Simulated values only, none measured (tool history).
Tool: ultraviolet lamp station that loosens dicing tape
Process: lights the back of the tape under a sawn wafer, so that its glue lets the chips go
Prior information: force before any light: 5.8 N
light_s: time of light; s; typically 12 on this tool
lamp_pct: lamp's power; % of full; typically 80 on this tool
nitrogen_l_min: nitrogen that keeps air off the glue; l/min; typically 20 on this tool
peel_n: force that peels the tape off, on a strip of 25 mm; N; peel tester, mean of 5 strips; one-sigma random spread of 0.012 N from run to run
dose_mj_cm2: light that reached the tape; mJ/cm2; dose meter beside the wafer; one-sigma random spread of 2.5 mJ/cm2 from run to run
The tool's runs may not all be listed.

run 1 hour=0 | light_s=12 lamp_pct=80 nitrogen_l_min=20 | peel_n=0.794 dose_mj_cm2=248
run 2 hour=36.7 | light_s=12 lamp_pct=80 nitrogen_l_min=20 | peel_n=0.784 dose_mj_cm2=243
run 3 hour=80.6 | light_s=12 lamp_pct=80 nitrogen_l_min=20 | peel_n=0.852 dose_mj_cm2=240
run 4 hour=125.9 | light_s=12 lamp_pct=80 nitrogen_l_min=8 | peel_n=1.466 dose_mj_cm2=235
run 5 hour=161 | light_s=12 lamp_pct=80 nitrogen_l_min=13 | peel_n=1.185 dose_mj_cm2=232
run 6 hour=188 | light_s=11 lamp_pct=80 nitrogen_l_min=20 | peel_n=1.092 dose_mj_cm2=209
run 7 hour=217.7 | light_s=11 lamp_pct=80 nitrogen_l_min=20 | peel_n=1.068 dose_mj_cm2=211
run 8 hour=263.3 | light_s=11 lamp_pct=80 nitrogen_l_min=20 | peel_n=1.113 dose_mj_cm2=203
run 9 hour=303.1 | light_s=11 lamp_pct=80 nitrogen_l_min=20 | peel_n=1.18 dose_mj_cm2=199
run 10 hour=347 | light_s=11 lamp_pct=80 nitrogen_l_min=20 | peel_n=1.218 dose_mj_cm2=190
run 11 hour=382 | light_s=12 lamp_pct=88 nitrogen_l_min=20 | peel_n=0.918 dose_mj_cm2=230
run 12 hour=414.1 | light_s=12 lamp_pct=88 nitrogen_l_min=20 | peel_n=0.937 dose_mj_cm2=226
run 13 hour=446.4 | light_s=12 lamp_pct=80 nitrogen_l_min=20 | peel_n=1.128 dose_mj_cm2=204
run 14 hour=486.8 | light_s=12 lamp_pct=80 nitrogen_l_min=20 | peel_n=1.192 dose_mj_cm2=200
-- hour=497.8 window cleaned of glue's vapour
run 15 hour=527.4 | light_s=12 lamp_pct=80 nitrogen_l_min=20 | peel_n=1.021 dose_mj_cm2=219
run 16 hour=555 | light_s=12 lamp_pct=65 nitrogen_l_min=20 | peel_n=1.454 dose_mj_cm2=174
run 17 hour=575.3 | light_s=12 lamp_pct=80 nitrogen_l_min=20 | peel_n=1.091 dose_mj_cm2=209
-- hour=593.8 lamp changed
run 18 hour=622.8 | light_s=12 lamp_pct=80 nitrogen_l_min=8 | peel_n=1.01 dose_mj_cm2=304
run 19 hour=649.6 | light_s=12 lamp_pct=80 nitrogen_l_min=8 | peel_n=1.035 dose_mj_cm2=296
run 20 hour=682.6 | light_s=7 lamp_pct=80 nitrogen_l_min=20 | peel_n=1.434 dose_mj_cm2=169
run 21 hour=730.4 | light_s=12 lamp_pct=80 nitrogen_l_min=20 | peel_n=0.644 dose_mj_cm2=288
run 22 hour=760.5 | light_s=12 lamp_pct=97 nitrogen_l_min=20 | peel_n=0.424 dose_mj_cm2=342
run 23 hour=802.1 | light_s=12 lamp_pct=97 nitrogen_l_min=20 | peel_n=0.451 dose_mj_cm2=337
run 24 hour=832.5 | light_s=6 lamp_pct=95 nitrogen_l_min=12 | peel_n=1.878 dose_mj_cm2=163
run 25 hour=861.6 | light_s=15 lamp_pct=62 nitrogen_l_min=8 | peel_n=1.277 dose_mj_cm2=262
run 26 hour=898.8 | light_s=6 lamp_pct=89 nitrogen_l_min=23 | peel_n=1.658 dose_mj_cm2=148
run 27 hour=934.4 | light_s=6 lamp_pct=89 nitrogen_l_min=23 | peel_n=1.632 dose_mj_cm2=144
run 28 hour=979.1 | light_s=22 lamp_pct=75 nitrogen_l_min=39 | peel_n=0.188 dose_mj_cm2=441
run 29 hour=1001.5 | light_s=22 lamp_pct=75 nitrogen_l_min=39 | peel_n=0.189 dose_mj_cm2=433
run 30 hour=1029.4 | light_s=22 lamp_pct=88 nitrogen_l_min=26 | peel_n=0.18 dose_mj_cm2=506
run 31 hour=1057.4 | light_s=12 lamp_pct=80 nitrogen_l_min=28 | peel_n=0.685 dose_mj_cm2=246
run 32 hour=1084.7 | light_s=14 lamp_pct=80 nitrogen_l_min=20 | peel_n=0.618 dose_mj_cm2=289
run 33 hour=1125.8 | light_s=13 lamp_pct=90 nitrogen_l_min=20 | peel_n=0.588 dose_mj_cm2=296
run 34 hour=1166.1 | light_s=12 lamp_pct=83 nitrogen_l_min=11 | peel_n=1.19 dose_mj_cm2=245
run 35 hour=1201.6 | light_s=7 lamp_pct=80 nitrogen_l_min=8 | peel_n=2.509 dose_mj_cm2=136
run 36 hour=1224.3 | light_s=7 lamp_pct=80 nitrogen_l_min=8 | peel_n=2.573 dose_mj_cm2=134
run 37 hour=1256.2 | light_s=7 lamp_pct=80 nitrogen_l_min=8 | peel_n=2.625 dose_mj_cm2=133
run 38 hour=1280.9 | light_s=7 lamp_pct=80 nitrogen_l_min=8 | peel_n=2.63 dose_mj_cm2=134
run 39 hour=1301.7 | light_s=12 lamp_pct=67 nitrogen_l_min=23 | peel_n=1.21 dose_mj_cm2=186
-- hour=1324.7 window cleaned of glue's vapour
run 40 hour=1334.2 | light_s=12 lamp_pct=67 nitrogen_l_min=23 | peel_n=1.057 dose_mj_cm2=200
run 41 hour=1372.6 | light_s=8 lamp_pct=66 nitrogen_l_min=20 | peel_n=2.031 dose_mj_cm2=128
run 42 hour=1402.7 | light_s=8 lamp_pct=66 nitrogen_l_min=20 | peel_n=2.069 dose_mj_cm2=130
run 43 hour=1444.8 | light_s=6 lamp_pct=60 nitrogen_l_min=8 | peel_n=3.497 dose_mj_cm2=82
run 44 hour=1472.4 | light_s=6 lamp_pct=60 nitrogen_l_min=8 | peel_n=3.514 dose_mj_cm2=84

3 options for the next run, each taken on its own from the tool as it stands now. Forecast them:
run A hour=1506 | light_s=6 lamp_pct=64 nitrogen_l_min=8 | peel_n=? dose_mj_cm2=?
run B hour=1506 | light_s=17 lamp_pct=99 nitrogen_l_min=9 | peel_n=? dose_mj_cm2=?
run C hour=1506 | light_s=20 lamp_pct=60 nitrogen_l_min=8 | peel_n=? dose_mj_cm2=?

run=A peel_n=3.298 dose_mj_cm2=86
run=B peel_n=0.588 dose_mj_cm2=387
run=C peel_n=1.133 dose_mj_cm2=276
The same runs, with their run-to-run variation unchanged, on a tool lacking any hidden condition would have given:
run=A peel_n=2.693 dose_mj_cm2=120
run=B peel_n=0.303 dose_mj_cm2=537
run=C peel_n=0.648 dose_mj_cm2=383
